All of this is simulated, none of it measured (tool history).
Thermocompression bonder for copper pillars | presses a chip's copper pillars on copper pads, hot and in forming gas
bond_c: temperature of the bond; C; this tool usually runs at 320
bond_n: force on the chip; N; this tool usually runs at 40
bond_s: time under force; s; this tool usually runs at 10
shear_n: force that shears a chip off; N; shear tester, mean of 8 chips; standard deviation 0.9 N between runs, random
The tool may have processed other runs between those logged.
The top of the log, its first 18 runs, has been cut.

run   hour  bond_c  bond_n  bond_s  hours of work since the heater was calibrated  hours of work since the force cell was calibrated  hours of work since the gas filter was changed  shear_n
 19  136.8     320      24      10                                            212                                                432                                              13     45.2
 20  146.6     320      28      10                                            218                                                438                                              19     52.9
 21  153.2     320      27      30                                            222                                                443                                              24     74.9
 22  160.8     337      40      10                                            227                                                448                                              29     87.5
 23  169.5     320      40       8                                            233                                                453                                              34       68
 24  174.9     320      57      10                                            237                                                457                                              38       96
 25  185.9     333      57      11                                            244                                                464                                              45    105.2
 26  191.6     320      35       8                                            247                                                468                                              49     63.7
 27  200.7     327      24       8                                            253                                                474                                              55     44.9
 28  209.2     315      40      10                                            259                                                479                                              60     70.1
 29  220.1     313      40      17                                            266                                                487                                              68     81.5
 30  230.7     320      32       5                                            273                                                493                                              75     47.8
 31  238.3     325      51       9                                            278                                                498                                              80     91.5
 32  244.7     320      31      10                                            282                                                503                                              84     59.4
 33  251.2     320      31      10                                            287                                                507                                              88     58.7
 34  257.2     306      31      10                                            291                                                511                                              92     50.2
 35  266.8     337      31      16                                            297                                                517                                              98     81.8
 36  274.5     310      35      10                                            302                                                522                                             103     58.4
 37  282.7     320      29      20                                            307                                                528                                             109     69.7
 38  291.5     320      29      20                                            313                                                533                                             114     69.6
 39  296.1     298      49      27                                            316                                                536                                             117     90.9
 40  302.9     330      55       8                                            320                                                541                                             122     95.7

Forecast each of these 3 alternatives for the next run:
  A   309     311      40      10                                            325                                                545                                             126        ?
  B   309     330      36      12                                            325                                                545                                             126        ?
  C   309     310      52      23                                            325                                                545                                             126        ?

run  shear_n
  A     68.9
  B     79.1
  C     99.7
Stripped of hidden state, with their random variation kept, the same runs would have yielded:
run  shear_n
  A     69.4
  B     79.6
  C    100.3
